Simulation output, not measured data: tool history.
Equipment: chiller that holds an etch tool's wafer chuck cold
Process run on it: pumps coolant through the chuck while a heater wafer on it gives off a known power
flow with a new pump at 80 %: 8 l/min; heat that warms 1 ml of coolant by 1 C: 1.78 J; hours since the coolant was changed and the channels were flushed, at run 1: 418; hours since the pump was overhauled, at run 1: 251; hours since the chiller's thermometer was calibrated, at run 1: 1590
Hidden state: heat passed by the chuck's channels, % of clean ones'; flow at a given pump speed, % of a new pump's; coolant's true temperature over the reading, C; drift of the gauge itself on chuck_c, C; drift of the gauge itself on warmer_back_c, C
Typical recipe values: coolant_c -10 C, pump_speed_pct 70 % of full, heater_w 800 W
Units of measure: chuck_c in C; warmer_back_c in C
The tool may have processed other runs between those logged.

run    hour  coolant_c  pump_speed_pct  heater_w  hours since the coolant was changed and the channels were flushed  hours since the pump was overhauled  hours since the chiller's thermometer was calibrated  chuck_c  warmer_back_c
  1       0        -10              70       800                                                                418                                  251                                                  1590      1.5            3.9
  2    25.5        -10              70       800                                                                443                                  277                                                  1616      1.4           3.85
  3    62.3        -10              70       800                                                                480                                  314                                                  1653      1.4           3.86
  4    93.5        -10              70       800                                                                511                                  345                                                  1684      1.6            3.9
  5   129.5        -10              70       800                                                                547                                  381                                                  1720      1.4           3.86
  6   184.7        -10              83       800                                                                602                                  436                                                  1775      0.6           3.24
  7     234        -16              70       800                                                                652                                  485                                                  1824     -4.4           3.97
  8   268.1        -16              70       766                                                                686                                  519                                                  1859     -4.9           3.75
  9   318.2        -16              70       766                                                                736                                  569                                                  1909     -4.7           3.71
 10   361.1        -16              70       766                                                                779                                  612                                                  1952     -4.6           3.72
 11   411.7        -10              70       404                                                                829                                  663                                                  2002       -4           1.89
 12   454.1        -10              70       404                                                                872                                  705                                                  2045     -4.1           1.98
 13   486.1        -10              70       800                                                                904                                  737                                                  2076      1.9           3.91
 14   547.5        -10              70       800                                                                965                                  799                                                  2138      1.9           3.91
 15   595.4        -10              70       800                                                               1013                                  847                                                  2186      1.7           3.97
 16   647.7        -10              70       800                                                               1065                                  899                                                  2238      1.9           3.95
 17   684.3        -10              70       800                                                               1102                                  936                                                  2275      1.9           3.91
 18   741.5        -10              70       800                                                               1159                                  993                                                  2332        2           3.98
 19   801.7        -10              74       944                                                               1219                                 1053                                                  2392      3.6           4.45
 20   827.2        -12              70       800                                                               1245                                 1078                                                  2418        0           3.94
 21   869.7         -6              85       756                                                               1287                                 1121                                                  2460      4.1           3.04
 22   916.4        -10              61       754                                                               1334                                 1168                                                  2507      2.4           4.36
 23   962.1        -10              98      1018                                                               1380                                 1213                                                  2553      2.6           3.52
 24    1005        -20              89       429                                                               1423                                 1256                                                  2595    -14.3           1.64
 25  1053.7        -20              97       571                                                               1471                                 1305                                                  2644    -12.9           1.98
 26  1080.1        -20              97       571                                                               1498                                 1331                                                  2671    -12.8              2
 27  1131.1        -10              72      1152                                                               1549                                 1382                                                  2722      7.3           5.54
 28  1171.2         -2              70       632                                                               1589                                 1422                                                  2762      7.7           3.18
 29  1210.9        -17              89       570                                                               1629                                 1462                                                  2801     -9.4           2.19
 30  1239.2         -2              74       644                                                               1657                                 1490                                                  2830      7.5           2.99
 31  1287.4        -12              79       800                                                               1705                                 1539                                                  2878     -0.6           3.51

Pick out some run-to-run changes in chuck_c. Of each, how much would a tool without hidden state show as well, from the settings, what came in and chance, and how much is left for the hidden state and any gauge scatter not in both results compared?
Run 23 -> 24: coolant_c -10 -> -20, pump_speed_pct 98 -> 89, heater_w 1018 -> 429. chuck_c -16.9 C: hidden state -0.4, all else -16.5.
Run 26 -> 27: coolant_c -20 -> -10, pump_speed_pct 97 -> 72, heater_w 571 -> 1152. chuck_c +20.1 C: hidden state +0.6, all else +19.5.
Run 27 -> 28: coolant_c -10 -> -2, pump_speed_pct 72 -> 70, heater_w 1152 -> 632. chuck_c +0.4 C: hidden state -0.4, all else +0.8.
Run 28 -> 29: coolant_c -2 -> -17, pump_speed_pct 70 -> 89, heater_w 632 -> 570. chuck_c -17.1 C: hidden state -0.1, all else -17.
